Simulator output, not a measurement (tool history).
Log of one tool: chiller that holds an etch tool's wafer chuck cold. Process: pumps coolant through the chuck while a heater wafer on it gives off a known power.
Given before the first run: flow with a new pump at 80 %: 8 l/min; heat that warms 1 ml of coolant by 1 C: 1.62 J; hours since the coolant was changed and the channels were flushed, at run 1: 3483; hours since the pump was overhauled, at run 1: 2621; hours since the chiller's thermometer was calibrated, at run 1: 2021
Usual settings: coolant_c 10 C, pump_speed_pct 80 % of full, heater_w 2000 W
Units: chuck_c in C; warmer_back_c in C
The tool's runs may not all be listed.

run	hour	coolant_c	pump_speed_pct	heater_w	hours since the coolant was changed and the channels were flushed	hours since the pump was overhauled	hours since the chiller's thermometer was calibrated	chuck_c	warmer_back_c
1	0.0	10	80	2000	3483	2621	2021	30.1	9.86
2	62.2	10	80	2000	3545	2683	2083	30.2	9.83
3	192.7	10	80	2000	3675	2814	2213	30.3	9.82
4	252.9	10	80	2000	3735	2874	2274	30.5	9.86
5	374.5	10	80	2000	3857	2996	2395	30.4	9.84
# hour 494.1: coolant changed, channels flushed
6	501.2	10	81	2000	7	3116	2516	28.7	9.67
7	575.4	10	81	2000	81	3190	2590	28.5	9.77
8	702.1	10	81	2000	208	3317	2717	28.7	9.74
9	807.8	10	81	2000	314	3423	2822	28.8	9.78
10	886.5	10	80	2000	392	3501	2901	29.0	9.96
11	995.1	10	80	2000	501	3610	3010	29.1	10.00
12	1113.1	10	80	2000	619	3728	3128	29.0	9.90
13	1165.4	10	80	2000	671	3780	3180	29.2	10.01
14	1263.0	10	80	2000	769	3878	3278	29.4	10.01
15	1334.6	8	80	2000	840	3950	3349	27.3	10.01
16	1455.1	10	80	1416	961	4070	3470	23.9	7.22
17	1525.4	10	80	1416	1031	4140	3540	23.8	7.06
18	1653.2	10	80	1416	1159	4268	3668	23.8	7.15
19	1769.2	3	65	1416	1275	4384	3784	19.4	8.78
20	1852.3	3	84	1611	1358	4467	3867	18.4	7.77
21	1969.8	11	84	2567	1476	4585	3984	35.6	12.48
# hour 1980.1: chiller's thermometer calibrated
22	2076.4	10	84	1518	1581	4690	96	24.7	7.34
23	2157.3	4	80	1403	1662	4771	177	18.1	7.15
24	2210.2	13	89	1403	1715	4824	230	26.3	6.47
# hour 2260.6: chiller's thermometer calibrated, once more
25	2304.0	14	91	2110	1808	4917	43	33.3	9.46
26	2396.3	14	91	2110	1900	5009	136	33.1	9.55
27	2514.5	3	71	1233	2018	5128	254	16.4	7.18
28	2635.8	3	71	1233	2140	5249	375	16.7	7.10
29	2705.3	3	71	1233	2209	5318	445	16.7	7.17
30	2769.5	7	99	2391	2273	5383	509	27.9	10.04
31	2870.9	16	80	1455	2375	5484	610	30.9	7.57

Branching from run 31: 5 alternative next runs. What would each branch give?
A	2928.3	14	80	1455	2432	5541	668	?	?
B	2928.3	10	80	2000	2432	5541	668	?	?
C	2928.3	10	80	2821	2432	5541	668	?	?
D	2928.3	11	80	1327	2432	5541	668	?	?
E	2928.3	18	80	2243	2432	5541	668	?	?

run	chuck_c	warmer_back_c
A	28.9	7.53
B	30.7	10.41
C	38.9	14.60
D	24.6	6.92
E	40.9	11.57
With the hidden condition removed and each run's random variation left untouched, the same runs would have given:
run	chuck_c	warmer_back_c
A	26.8	6.73
B	27.9	9.29
C	35.0	13.04
D	22.7	6.19
E	37.8	10.34
